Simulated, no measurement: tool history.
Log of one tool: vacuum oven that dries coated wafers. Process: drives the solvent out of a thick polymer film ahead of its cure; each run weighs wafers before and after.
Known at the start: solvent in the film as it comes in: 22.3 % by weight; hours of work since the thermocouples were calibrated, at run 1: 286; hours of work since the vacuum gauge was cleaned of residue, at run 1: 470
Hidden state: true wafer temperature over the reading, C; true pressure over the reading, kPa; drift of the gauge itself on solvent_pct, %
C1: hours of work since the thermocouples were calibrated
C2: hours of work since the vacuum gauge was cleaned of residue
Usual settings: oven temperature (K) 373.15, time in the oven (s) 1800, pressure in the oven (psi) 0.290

run 1 hour=0.0 | oven_temperature_(K)=373.15 time_in_the_oven_(s)=1800 pressure_in_the_oven_(psi)=0.290 | C1=286 C2=470 | solvent_left_in_the_film_(%)=3.11
run 2 hour=24.3 | oven_temperature_(K)=373.15 time_in_the_oven_(s)=1800 pressure_in_the_oven_(psi)=0.290 | C1=297 C2=481 | solvent_left_in_the_film_(%)=3.08
run 3 hour=61.1 | oven_temperature_(K)=373.15 time_in_the_oven_(s)=1800 pressure_in_the_oven_(psi)=0.290 | C1=314 C2=498 | solvent_left_in_the_film_(%)=3.04
run 4 hour=92.6 | oven_temperature_(K)=373.15 time_in_the_oven_(s)=1800 pressure_in_the_oven_(psi)=0.290 | C1=329 C2=513 | solvent_left_in_the_film_(%)=3.03
run 5 hour=134.0 | oven_temperature_(K)=373.15 time_in_the_oven_(s)=1800 pressure_in_the_oven_(psi)=0.290 | C1=348 C2=532 | solvent_left_in_the_film_(%)=3.09
run 6 hour=151.5 | oven_temperature_(K)=373.15 time_in_the_oven_(s)=960 pressure_in_the_oven_(psi)=0.290 | C1=356 C2=540 | solvent_left_in_the_film_(%)=6.54
run 7 hour=185.7 | oven_temperature_(K)=371.15 time_in_the_oven_(s)=960 pressure_in_the_oven_(psi)=0.290 | C1=372 C2=556 | solvent_left_in_the_film_(%)=7.27
-- hour=190.8 vacuum gauge cleaned of residue and calibrated
run 8 hour=221.9 | oven_temperature_(K)=371.15 time_in_the_oven_(s)=960 pressure_in_the_oven_(psi)=0.290 | C1=388 C2=14 | solvent_left_in_the_film_(%)=7.27
run 9 hour=265.0 | oven_temperature_(K)=371.15 time_in_the_oven_(s)=2520 pressure_in_the_oven_(psi)=0.160 | C1=408 C2=34 | solvent_left_in_the_film_(%)=1.92
run 10 hour=303.8 | oven_temperature_(K)=362.15 time_in_the_oven_(s)=1140 pressure_in_the_oven_(psi)=0.160 | C1=426 C2=52 | solvent_left_in_the_film_(%)=9.32
-- hour=320.1 vacuum gauge cleaned of residue and calibrated, once more
run 11 hour=348.4 | oven_temperature_(K)=374.15 time_in_the_oven_(s)=1800 pressure_in_the_oven_(psi)=0.735 | C1=446 C2=13 | solvent_left_in_the_film_(%)=4.02

Forecast run 12:
run 12 hour=391.6 | oven_temperature_(K)=374.15 time_in_the_oven_(s)=1800 pressure_in_the_oven_(psi)=0.735 | C1=466 C2=33 | solvent_left_in_the_film_(%)=?

{"run 12": {"solvent left in the film (%)": 3.97}}
Without the tool's hidden state the same run would have given solvent left in the film (%) 4.39.
